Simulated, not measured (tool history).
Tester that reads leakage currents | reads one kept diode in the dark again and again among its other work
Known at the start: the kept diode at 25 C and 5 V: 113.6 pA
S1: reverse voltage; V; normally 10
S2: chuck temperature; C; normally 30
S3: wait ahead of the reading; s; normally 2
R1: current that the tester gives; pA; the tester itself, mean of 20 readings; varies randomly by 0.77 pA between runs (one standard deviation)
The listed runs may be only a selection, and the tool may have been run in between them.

run 1 hour=0 | S1=10 S2=30 S3=2 | R1=287.27
run 2 hour=38.9 | S1=10 S2=30 S3=2 | R1=288.69
run 3 hour=80.9 | S1=10 S2=30 S3=2 | R1=290.69
run 4 hour=148.7 | S1=10 S2=30 S3=2 | R1=294.15
run 5 hour=194.5 | S1=10 S2=27 S3=2 | R1=236.93
run 6 hour=227.5 | S1=10 S2=27 S3=2 | R1=239.06
run 7 hour=285 | S1=10 S2=27 S3=2 | R1=241.11
run 8 hour=318.8 | S1=10 S2=27 S3=2 | R1=242.13
run 9 hour=354 | S1=10 S2=27 S3=2 | R1=243.35
run 10 hour=408.5 | S1=10 S2=30 S3=2 | R1=304.93
run 11 hour=479.1 | S1=10 S2=30 S3=2 | R1=307.09
run 12 hour=536.6 | S1=10 S2=30 S3=2 | R1=310.03
run 13 hour=617.4 | S1=10 S2=27 S3=2 | R1=250.01
run 14 hour=680.3 | S1=11.9 S2=30 S3=2 | R1=352.75
run 15 hour=718.6 | S1=11.9 S2=30 S3=2 | R1=354.09
run 16 hour=782.5 | S1=1 S2=24 S3=4.51 | R1=49.41
run 17 hour=860.9 | S1=1.7 S2=22 S3=0.64 | R1=60.14

Run 18 comes next. What will it give?
-- hour=868.9 tester calibrated
run 18 hour=930.1 | S1=1.7 S2=22 S3=0.64 | R1=?

For run 18 the tool returned R1 61.09 pA.
On a tool with no hidden condition, and with the same random variation, this run would have come out at R1 47.8 pA.
